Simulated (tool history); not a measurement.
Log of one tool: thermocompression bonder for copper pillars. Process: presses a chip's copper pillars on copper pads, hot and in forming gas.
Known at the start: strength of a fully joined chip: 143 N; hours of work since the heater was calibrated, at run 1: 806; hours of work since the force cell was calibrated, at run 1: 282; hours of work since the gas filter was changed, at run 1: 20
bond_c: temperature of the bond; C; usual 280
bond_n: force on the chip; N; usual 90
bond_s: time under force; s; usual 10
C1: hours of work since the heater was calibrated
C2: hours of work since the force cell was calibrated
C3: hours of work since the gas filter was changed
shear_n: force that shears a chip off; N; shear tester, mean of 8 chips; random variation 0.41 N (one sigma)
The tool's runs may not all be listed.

run 1 hour=0 | bond_c=280 bond_n=90 bond_s=10 | C1=806 C2=282 C3=20 | shear_n=57.8
run 2 hour=44.4 | bond_c=280 bond_n=90 bond_s=10 | C1=841 C2=317 C3=55 | shear_n=56.2
run 3 hour=89 | bond_c=280 bond_n=90 bond_s=10 | C1=877 C2=352 C3=90 | shear_n=56.1
run 4 hour=123.1 | bond_c=309 bond_n=90 bond_s=10 | C1=904 C2=379 C3=117 | shear_n=81.7
run 5 hour=182.3 | bond_c=309 bond_n=90 bond_s=10 | C1=950 C2=426 C3=163 | shear_n=79.5
run 6 hour=214.7 | bond_c=280 bond_n=90 bond_s=10 | C1=976 C2=451 C3=189 | shear_n=53
-- hour=246 forming gas filter changed
run 7 hour=251 | bond_c=280 bond_n=90 bond_s=10 | C1=1004 C2=479 C3=4 | shear_n=56.6
run 8 hour=295 | bond_c=280 bond_n=90 bond_s=9 | C1=1039 C2=514 C3=39 | shear_n=54.1
run 9 hour=369.3 | bond_c=280 bond_n=90 bond_s=6 | C1=1097 C2=573 C3=97 | shear_n=44.6
run 10 hour=444 | bond_c=280 bond_n=90 bond_s=6 | C1=1156 C2=632 C3=156 | shear_n=43
-- hour=516.4 forming gas filter changed
run 11 hour=519 | bond_c=280 bond_n=90 bond_s=10 | C1=1215 C2=691 C3=2 | shear_n=56.5
run 12 hour=573.3 | bond_c=280 bond_n=90 bond_s=10 | C1=1258 C2=733 C3=45 | shear_n=55.4
run 13 hour=627.6 | bond_c=280 bond_n=90 bond_s=10 | C1=1301 C2=776 C3=88 | shear_n=53.8
run 14 hour=657.8 | bond_c=280 bond_n=90 bond_s=10 | C1=1325 C2=800 C3=112 | shear_n=54.9
run 15 hour=692.3 | bond_c=275 bond_n=111 bond_s=23 | C1=1352 C2=827 C3=139 | shear_n=79.5
run 16 hour=755.1 | bond_c=275 bond_n=111 bond_s=23 | C1=1401 C2=877 C3=188 | shear_n=77.3
-- hour=786.1 forming gas filter changed
run 17 hour=786.7 | bond_c=275 bond_n=111 bond_s=23 | C1=1426 C2=901 C3=0 | shear_n=83.8
run 18 hour=861.5 | bond_c=292 bond_n=124 bond_s=26 | C1=1485 C2=960 C3=60 | shear_n=109.4
run 19 hour=932.8 | bond_c=292 bond_n=75 bond_s=26 | C1=1541 C2=1017 C3=116 | shear_n=74.6
run 20 hour=976.9 | bond_c=285 bond_n=90 bond_s=10 | C1=1576 C2=1052 C3=151 | shear_n=57.1
run 21 hour=1011.3 | bond_c=285 bond_n=90 bond_s=10 | C1=1603 C2=1079 C3=178 | shear_n=55.8
-- hour=1045.8 heater calibrated with a thermocouple chip
-- hour=1057.4 forming gas filter changed
run 22 hour=1079.9 | bond_c=251 bond_n=90 bond_s=5 | C1=27 C2=1131 C3=18 | shear_n=28.6
run 23 hour=1146.8 | bond_c=261 bond_n=87 bond_s=5 | C1=79 C2=1184 C3=71 | shear_n=32.1
run 24 hour=1177.5 | bond_c=257 bond_n=107 bond_s=10 | C1=104 C2=1208 C3=95 | shear_n=50
run 25 hour=1247.4 | bond_c=284 bond_n=124 bond_s=10 | C1=159 C2=1263 C3=150 | shear_n=83.7
run 26 hour=1313.9 | bond_c=284 bond_n=56 bond_s=10 | C1=211 C2=1315 C3=202 | shear_n=38.5
-- hour=1325.7 forming gas filter changed
run 27 hour=1388.2 | bond_c=292 bond_n=56 bond_s=26 | C1=269 C2=1374 C3=49 | shear_n=66.5

Forecast each of these 5 alternatives for the next run:
run A hour=1445 | bond_c=292 bond_n=56 bond_s=7 | C1=314 C2=1419 C3=94 | shear_n=?
run B hour=1445 | bond_c=280 bond_n=66 bond_s=10 | C1=314 C2=1419 C3=94 | shear_n=?
run C hour=1445 | bond_c=274 bond_n=109 bond_s=24 | C1=314 C2=1419 C3=94 | shear_n=?
run D hour=1445 | bond_c=280 bond_n=90 bond_s=19 | C1=314 C2=1419 C3=94 | shear_n=?
run E hour=1445 | bond_c=280 bond_n=97 bond_s=23 | C1=314 C2=1419 C3=94 | shear_n=?

run=A shear_n=39.1
run=B shear_n=44.9
run=C shear_n=87.8
run=D shear_n=75.9
run=E shear_n=86.2
Without the tool's hidden state the same runs would have given:
run=A shear_n=38.8
run=B shear_n=44.7
run=C shear_n=88.6
run=D shear_n=76.2
run=E shear_n=86.9
